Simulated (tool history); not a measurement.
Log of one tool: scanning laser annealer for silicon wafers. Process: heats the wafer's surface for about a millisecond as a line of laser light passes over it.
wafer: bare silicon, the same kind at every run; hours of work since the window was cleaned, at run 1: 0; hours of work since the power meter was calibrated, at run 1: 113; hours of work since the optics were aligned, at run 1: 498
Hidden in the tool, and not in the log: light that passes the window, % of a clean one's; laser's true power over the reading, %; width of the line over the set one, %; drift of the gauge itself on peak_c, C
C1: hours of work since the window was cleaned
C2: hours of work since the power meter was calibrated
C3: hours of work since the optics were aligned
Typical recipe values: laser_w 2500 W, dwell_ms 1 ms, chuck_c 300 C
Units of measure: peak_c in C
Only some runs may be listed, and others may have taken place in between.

Run 1, hour 0: usual settings; C1 0; C2 113; C3 498. Result: peak_c 1089 C.
Run 2, hour 21.1: usual settings but laser_w 2511 W; C1 14; C2 128; C3 513. Result: peak_c 1095 C.
Run 3, hour 62.4: usual settings but chuck_c 284 C; C1 42; C2 156; C3 541. Result: peak_c 1078 C.
Run 4, hour 96: usual settings but chuck_c 284 C; C1 65; C2 178; C3 563. Result: peak_c 1074 C.
Run 5, hour 139.1: usual settings but chuck_c 284 C; C1 94; C2 208; C3 593. Result: peak_c 1075 C.
Run 6, hour 185: usual settings but chuck_c 284 C; C1 125; C2 239; C3 624. Result: peak_c 1077 C.
Run 7, hour 224.2: usual settings but laser_w 2646 W; C1 152; C2 265; C3 650. Result: peak_c 1154 C.
Run 8, hour 264.5: usual settings but laser_w 2272 W, dwell_ms 1.06 ms, chuck_c 291 C; C1 179; C2 293; C3 677. Result: peak_c 1008 C.
Run 9, hour 285.3: usual settings but laser_w 2644 W, dwell_ms 0.92 ms, chuck_c 265 C; C1 193; C2 307; C3 692. Result: peak_c 1083 C.
Run 10, hour 331.8: usual settings but laser_w 2644 W, dwell_ms 0.92 ms, chuck_c 265 C; C1 225; C2 338; C3 723. Result: peak_c 1085 C.
Run 11, hour 361.9: usual settings but laser_w 2472 W, chuck_c 283 C; C1 245; C2 359; C3 743. Result: peak_c 1063 C.
Run 12, hour 395.8: usual settings but laser_w 2472 W, chuck_c 283 C; C1 268; C2 381; C3 766. Result: peak_c 1065 C.
Run 13, hour 426.4: usual settings but laser_w 2544 W, dwell_ms 0.8 ms, chuck_c 309 C; C1 289; C2 402; C3 787. Result: peak_c 1033 C.
Run 14, hour 475.4: usual settings but laser_w 2697 W, dwell_ms 0.71 ms, chuck_c 285 C; C1 322; C2 435; C3 820. Result: peak_c 1022 C.

Each row is a separate what-if for the run after 14, all from the same tool condition, not one after another. Results?
Run A, hour 514.7: usual settings but laser_w 2525 W, dwell_ms 1.1 ms, chuck_c 279 C; C1 349; C2 462; C3 847. Result: peak_c ?.
Run B, hour 514.7: usual settings but laser_w 2623 W, dwell_ms 1.13 ms, chuck_c 285 C; C1 349; C2 462; C3 847. Result: peak_c ?.
Run C, hour 514.7: usual settings but laser_w 2506 W, dwell_ms 0.71 ms, chuck_c 279 C; C1 349; C2 462; C3 847. Result: peak_c ?.
Run D, hour 514.7: usual settings but laser_w 2591 W, dwell_ms 0.71 ms, chuck_c 285 C; C1 349; C2 462; C3 847. Result: peak_c ?.
Run E, hour 514.7: usual settings but laser_w 2452 W, dwell_ms 0.82 ms; C1 349; C2 462; C3 847. Result: peak_c ?.

run  peak_c
  A    1121
  B    1183
  C     951
  D     987
  E     996
Stripped of hidden state, with their random variation kept, the same runs would have yielded:
run  peak_c
  A    1122
  B    1185
  C     952
  D     988
  E     997
